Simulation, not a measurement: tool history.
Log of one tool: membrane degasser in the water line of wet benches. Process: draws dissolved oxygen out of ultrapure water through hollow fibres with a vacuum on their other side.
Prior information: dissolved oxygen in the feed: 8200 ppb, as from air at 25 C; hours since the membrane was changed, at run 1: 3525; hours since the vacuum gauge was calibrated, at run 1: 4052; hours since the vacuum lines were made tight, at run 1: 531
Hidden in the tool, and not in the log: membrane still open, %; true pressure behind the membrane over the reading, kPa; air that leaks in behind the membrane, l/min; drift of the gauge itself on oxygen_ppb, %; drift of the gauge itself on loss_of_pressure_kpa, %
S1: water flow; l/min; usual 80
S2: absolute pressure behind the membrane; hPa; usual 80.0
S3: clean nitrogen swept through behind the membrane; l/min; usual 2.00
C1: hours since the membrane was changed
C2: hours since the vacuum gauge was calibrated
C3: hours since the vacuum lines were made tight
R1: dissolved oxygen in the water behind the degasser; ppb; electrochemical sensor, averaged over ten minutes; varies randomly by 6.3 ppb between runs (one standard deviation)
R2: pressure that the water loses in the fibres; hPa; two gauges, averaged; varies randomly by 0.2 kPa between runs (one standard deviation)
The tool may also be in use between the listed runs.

run	hour	S1	S2	S3	C1	C2	C3	R1	R2
1	0.0	80	80.0	2.00	3525	4052	531	671.8	449.8
2	59.9	80	61.3	2.00	3585	4111	591	526.9	444.9
3	104.0	80	61.3	2.00	3629	4156	635	533.4	448.0
4	158.3	80	80.0	2.00	3683	4210	689	653.9	447.3
5	226.5	80	80.0	2.00	3751	4278	757	672.0	447.6
6	319.1	80	69.3	2.00	3844	4371	850	583.3	446.4
7	379.3	80	69.3	2.00	3904	4431	910	590.9	449.2
8	477.1	80	69.3	2.00	4002	4529	1008	589.9	447.9
9	542.3	93	75.6	3.84	4067	4594	1073	663.1	523.2
10	609.4	93	75.6	3.84	4134	4661	1140	643.1	521.6
11	696.8	93	75.6	3.84	4221	4748	1228	651.2	518.7
12	756.9	61	51.9	2.93	4282	4808	1288	245.5	340.7
13	849.9	61	51.9	2.93	4375	4902	1381	244.2	339.1

Alternative continuations, all from the tool just after run 13; predict every row:
A	907.1	93	50.4	2.93	4432	4959	1438	?	?
B	907.1	80	161.3	2.30	4432	4959	1438	?	?
C	907.1	80	134.1	2.00	4432	4959	1438	?	?
D	907.1	78	51.9	2.93	4432	4959	1438	?	?

run	R1	R2
A	565.6	522.7
B	1122.9	448.7
C	1034.8	447.5
D	415.3	434.1
With the hidden condition removed and each run's random variation left untouched, the same runs would have given:
run	R1	R2
A	523.2	513.5
B	1088.6	440.8
C	997.7	439.5
D	380.0	426.4
